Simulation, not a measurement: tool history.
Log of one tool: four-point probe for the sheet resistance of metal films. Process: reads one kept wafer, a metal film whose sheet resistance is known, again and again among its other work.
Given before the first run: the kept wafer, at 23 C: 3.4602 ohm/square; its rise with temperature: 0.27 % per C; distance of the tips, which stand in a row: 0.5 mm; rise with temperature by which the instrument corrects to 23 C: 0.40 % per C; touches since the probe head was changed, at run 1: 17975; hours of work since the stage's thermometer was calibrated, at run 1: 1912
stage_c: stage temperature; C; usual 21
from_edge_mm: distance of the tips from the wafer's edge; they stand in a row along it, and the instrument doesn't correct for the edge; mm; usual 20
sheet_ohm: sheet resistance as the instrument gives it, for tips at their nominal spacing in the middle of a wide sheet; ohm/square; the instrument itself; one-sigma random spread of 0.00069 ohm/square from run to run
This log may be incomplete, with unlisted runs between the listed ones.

run     day  stage_c  from_edge_mm  touches since the probe head was changed  hours of work since the stage's thermometer was calibrated  sheet_ohm
  1   0.000       21            20                                     17975                                                        1912   3.468396
  2   1.158       21             8                                     18707                                                        1933   3.474030
  3   2.396       21             8                                     19490                                                        1956   3.473866
  4   3.283       21             8                                     20052                                                        1972   3.474713
  5   4.271       21             8                                     20679                                                        1990   3.474537
  6   4.879       21            20                                     21063                                                        2002   3.467996
  7   5.854       21            12                                     21681                                                        2020   3.470279
  8   6.546       21            12                                     22118                                                        2032   3.469611
  9   7.600       21            20                                     22786                                                        2052   3.467824
 10   8.554       21            20                                     23391                                                        2070   3.467351
 11   9.888       21            20                                     24233                                                        2094   3.467637
 12  10.962       30            23                                     24914                                                        2114   3.428149
 13  11.892       33            72                                     25503                                                        2131   3.415255
     13.092  -- stage's thermometer calibrated
 14  13.133       34            72                                     26276                                                           1   3.406405
 15  14.012       33            19                                     26833                                                          17   3.412504
 16  14.717       33            19                                     27279                                                          30   3.412447
 17  15.375       33            19                                     27696                                                          42   3.413091

Some steps in sheet_ohm between neighbouring runs. How much of each would the tool show without its hidden state too (settings, what came in, random variation), and how much is left for the hidden state, with any gauge scatter that isn't in both results?
Hidden state at play: inner tips' distance over the nominal, %; tips' flats over new ones', %; wafer's true temperature over the reading, C; drift of the gauge itself on sheet_ohm, %.
Run 11 -> 12: stage_c 21 -> 30, from_edge_mm 20 -> 23. sheet_ohm -0.039488 ohm/square: hidden state +0.000036, all else -0.039524.
Run 13 -> 14: stage_c 33 -> 34, stage's thermometer calibrated. sheet_ohm -0.008850 ohm/square: hidden state -0.003835, all else -0.005015.

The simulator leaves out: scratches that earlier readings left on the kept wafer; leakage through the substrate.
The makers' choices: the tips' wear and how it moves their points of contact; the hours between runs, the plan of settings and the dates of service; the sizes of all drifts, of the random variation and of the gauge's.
